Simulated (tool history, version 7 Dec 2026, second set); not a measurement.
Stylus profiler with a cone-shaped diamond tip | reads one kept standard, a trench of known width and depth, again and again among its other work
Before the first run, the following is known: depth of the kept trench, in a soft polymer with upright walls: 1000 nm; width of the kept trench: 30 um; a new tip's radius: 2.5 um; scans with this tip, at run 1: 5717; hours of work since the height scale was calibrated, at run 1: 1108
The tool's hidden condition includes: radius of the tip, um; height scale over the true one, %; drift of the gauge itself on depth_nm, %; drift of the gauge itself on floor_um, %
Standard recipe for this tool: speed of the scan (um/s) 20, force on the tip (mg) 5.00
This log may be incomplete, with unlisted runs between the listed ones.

run    hour  speed of the scan (um/s)  force on the tip (mg)  scans with this tip  hours of work since the height scale was calibrated  depth of the trench (Å)  width of the trench's floor (µm)
  1     0.0                        20                   5.00                 5717                                                 1108                  10173.5                             25.92
  2    50.3                        72                   5.00                 5822                                                 1128                  10166.7                             25.89
  3   109.2                        20                   5.00                 5944                                                 1152                  10170.3                             25.93
  4   161.1                        20                   4.26                 6052                                                 1173                  10159.0                             25.92
  5   239.2                        20                   4.26                 6214                                                 1204                  10151.0                             25.93
  6   299.4                        20                   4.26                 6339                                                 1228                  10156.2                             25.91
  7   390.5                        72                   4.26                 6528                                                 1265                  10158.5                             25.82
  8   448.3                        72                   4.26                 6648                                                 1288                  10151.3                             25.85
  9   557.2                        72                   4.26                 6875                                                 1332                  10154.8                             25.82
 10   622.9                        49                   4.26                 7011                                                 1358                  10156.3                             25.88
 11   720.4                        49                   4.26                 7214                                                 1398                  10150.9                             25.86
 12   782.7                        49                   4.26                 7343                                                 1423                  10152.8                             25.83
 13   835.7                        49                   4.26                 7453                                                 1444                  10154.4                             25.88
 14   899.4                        37                   9.30                 7586                                                 1470                  10255.6                             25.88
 15  1016.7                        37                   9.30                 7829                                                 1517                  10259.7                             25.96
 16  1067.8                        37                   9.30                 7935                                                 1537                  10261.9                             25.91
 17  1179.3                        55                   2.80                 8167                                                 1582                  10117.4                             25.79
 18  1264.3                        55                   2.80                 8343                                                 1616                  10116.7                             25.85
 19  1368.2                        55                   2.80                 8559                                                 1658                  10115.5                             25.87
 20  1418.2                        55                   8.05                 8663                                                 1678                  10236.3                             25.88
 21  1494.9                        55                   8.05                 8822                                                 1709                  10234.9                             25.81
 22  1565.1                        52                   1.87                 8968                                                 1738                  10091.7                             25.80
 23  1669.2                        20                   6.26                 9184                                                 1779                  10200.9                             26.00
 24  1777.9                         6                  13.80                 9410                                                 1823                  10334.2                             26.02
 25  1844.6                        24                   9.89                 9549                                                 1850                  10271.1                             25.95
 26  1906.8                        41                   4.83                 9678                                                 1875                  10166.1                             25.89

What if the next run were any one of these 4? Each begins from the tool's condition after run 26:
     1937.8  -- height scale calibrated on a step standard
  A  1990.1                        64                   5.78                 9850                                                   21                        ?                                 ?
     1937.8  -- height scale calibrated on a step standard
  B  1990.1                        11                   5.00                 9850                                                   21                        ?                                 ?
     1937.8  -- height scale calibrated on a step standard
  C  1990.1                        60                   5.00                 9850                                                   21                        ?                                 ?
     1937.8  -- height scale calibrated on a step standard
  D  1990.1                         8                   6.42                 9850                                                   21                        ?                                 ?

run  depth of the trench (Å)  width of the trench's floor (µm)
  A                  10188.1                             25.82
  B                  10177.2                             25.98
  C                  10175.3                             25.84
  D                  10205.9                             26.00
Stripped of hidden state, with their random variation kept, the same runs would have yielded:
run  depth of the trench (Å)  width of the trench's floor (µm)
  A                  10188.1                             25.82
  B                  10177.2                             25.98
  C                  10175.3                             25.84
  D                  10205.9                             26.00

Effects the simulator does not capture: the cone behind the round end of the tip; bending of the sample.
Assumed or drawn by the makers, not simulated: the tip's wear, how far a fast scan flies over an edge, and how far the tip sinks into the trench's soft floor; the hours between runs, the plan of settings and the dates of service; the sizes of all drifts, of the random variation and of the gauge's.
